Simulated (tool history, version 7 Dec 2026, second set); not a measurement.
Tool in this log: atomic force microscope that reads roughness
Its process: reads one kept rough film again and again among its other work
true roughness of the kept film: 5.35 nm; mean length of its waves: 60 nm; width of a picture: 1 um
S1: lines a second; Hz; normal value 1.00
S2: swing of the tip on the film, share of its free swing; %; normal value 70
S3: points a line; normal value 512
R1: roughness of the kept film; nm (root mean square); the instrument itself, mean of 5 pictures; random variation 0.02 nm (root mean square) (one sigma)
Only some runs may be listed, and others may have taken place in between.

{"run": 1, "hour": 0.0, "S1": 1.0, "S2": 70, "S3": 512, "R1": 4.325}
{"run": 2, "hour": 28.4, "S1": 1.0, "S2": 70, "S3": 512, "R1": 4.248}
{"run": 3, "hour": 64.3, "S1": 1.0, "S2": 70, "S3": 512, "R1": 4.137}
{"hour": 73.1, "done": "new tip fitted"}
{"run": 4, "hour": 92.6, "S1": 1.0, "S2": 70, "S3": 512, "R1": 4.706}
{"run": 5, "hour": 126.1, "S1": 1.0, "S2": 70, "S3": 512, "R1": 4.608}
{"run": 6, "hour": 175.6, "S1": 1.0, "S2": 70, "S3": 512, "R1": 4.495}
{"run": 7, "hour": 221.9, "S1": 1.0, "S2": 70, "S3": 512, "R1": 4.318}
{"run": 8, "hour": 267.7, "S1": 1.0, "S2": 70, "S3": 512, "R1": 4.19}
{"hour": 288.3, "done": "new tip fitted"}
{"run": 9, "hour": 301.8, "S1": 1.0, "S2": 70, "S3": 512, "R1": 4.733}
{"run": 10, "hour": 332.8, "S1": 1.0, "S2": 70, "S3": 512, "R1": 4.623}
{"run": 11, "hour": 380.7, "S1": 1.0, "S2": 70, "S3": 512, "R1": 4.458}
{"run": 12, "hour": 416.3, "S1": 1.0, "S2": 70, "S3": 406, "R1": 4.358}
{"run": 13, "hour": 437.6, "S1": 1.0, "S2": 62, "S3": 512, "R1": 4.355}
{"run": 14, "hour": 484.0, "S1": 1.0, "S2": 81, "S3": 512, "R1": 4.099}
{"hour": 504.6, "done": "new tip fitted"}
{"run": 15, "hour": 533.3, "S1": 1.0, "S2": 81, "S3": 512, "R1": 4.56}
{"run": 16, "hour": 566.2, "S1": 2.37, "S2": 70, "S3": 754, "R1": 4.356}
{"run": 17, "hour": 593.0, "S1": 0.53, "S2": 68, "S3": 447, "R1": 4.521}
{"hour": 615.1, "done": "height scale calibrated on a step standard"}
{"run": 18, "hour": 621.6, "S1": 1.26, "S2": 57, "S3": 691, "R1": 4.547}
{"run": 19, "hour": 665.4, "S1": 1.81, "S2": 56, "S3": 929, "R1": 4.398}
{"run": 20, "hour": 717.4, "S1": 3.44, "S2": 70, "S3": 512, "R1": 3.942}
{"hour": 721.3, "done": "new tip fitted"}
{"run": 21, "hour": 763.5, "S1": 2.77, "S2": 86, "S3": 549, "R1": 4.129}
{"run": 22, "hour": 793.9, "S1": 0.54, "S2": 74, "S3": 759, "R1": 4.679}
{"run": 23, "hour": 845.7, "S1": 1.0, "S2": 56, "S3": 512, "R1": 4.497}

Run 24 is up next; what results do you expect?
{"run": 24, "hour": 892.1, "S1": 2.43, "S2": 70, "S3": 512, "R1": "?"}

{"run 24": {"R1": 4.13}}
With no hidden state in the tool, this same run would have given R1 4.730 nm (root mean square).
